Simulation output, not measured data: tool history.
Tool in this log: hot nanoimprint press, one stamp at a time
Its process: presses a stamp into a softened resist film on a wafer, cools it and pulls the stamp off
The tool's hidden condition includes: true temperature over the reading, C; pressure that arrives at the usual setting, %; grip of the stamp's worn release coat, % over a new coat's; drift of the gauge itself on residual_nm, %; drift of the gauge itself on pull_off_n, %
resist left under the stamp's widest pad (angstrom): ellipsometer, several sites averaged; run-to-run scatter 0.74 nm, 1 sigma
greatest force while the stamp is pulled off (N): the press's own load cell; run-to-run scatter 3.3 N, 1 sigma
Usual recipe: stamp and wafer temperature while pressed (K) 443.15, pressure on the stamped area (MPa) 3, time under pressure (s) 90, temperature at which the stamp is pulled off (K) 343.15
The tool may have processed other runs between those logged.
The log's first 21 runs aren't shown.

run,hour,stamp and wafer temperature while pressed (K),pressure on the stamped area (MPa),time under pressure (s),temperature at which the stamp is pulled off (K),hours of work since the thermocouple was calibrated,imprints on the stamp's release coat,hours of work since the press's seals were changed,resist left under the stamp's widest pad (angstrom),greatest force while the stamp is pulled off (N)
22,185.6,443.15,2.48,90,343.15,217,1427,266,4447,156
23,194.5,443.15,2.48,90,343.15,222,1460,271,4452,162
24,205,443.15,2.48,90,343.15,227,1500,276,4472,157
25,213.4,452.15,4.54,56,333.15,231,1532,280,2957,200
26,220.7,443.15,3,157,343.15,235,1559,284,3448,154
27,228.9,443.15,3,157,343.15,239,1590,288,3434,156
28,240.8,443.15,3,157,343.15,245,1635,294,3453,159
29,246.7,443.15,3,157,343.15,248,1657,297,3453,155
30,255,433.15,3,65,332.15,252,1688,301,5695,206

4 options for the next run, each taken on its own from the tool as it stands now. Forecast them:
# hour 263.5: stamp cleaned and given a new release coat
A,268.9,444.15,3.64,160,343.15,256,20,305,?,?
# hour 263.5: stamp cleaned and given a new release coat
B,268.9,452.15,2.33,65,332.15,256,20,305,?,?
# hour 263.5: stamp cleaned and given a new release coat
C,268.9,455.15,3,123,332.15,256,20,305,?,?
# hour 263.5: stamp cleaned and given a new release coat
D,268.9,433.15,3,59,337.15,256,20,305,?,?

run,resist left under the stamp's widest pad (angstrom),greatest force while the stamp is pulled off (N)
A,2993,153
B,3995,197
C,2588,204
D,5796,176
The same runs, with their run-to-run variation unchanged, on a tool lacking any hidden condition would have given:
run,resist left under the stamp's widest pad (angstrom),greatest force while the stamp is pulled off (N)
A,2936,153
B,3918,197
C,2538,204
D,5684,176

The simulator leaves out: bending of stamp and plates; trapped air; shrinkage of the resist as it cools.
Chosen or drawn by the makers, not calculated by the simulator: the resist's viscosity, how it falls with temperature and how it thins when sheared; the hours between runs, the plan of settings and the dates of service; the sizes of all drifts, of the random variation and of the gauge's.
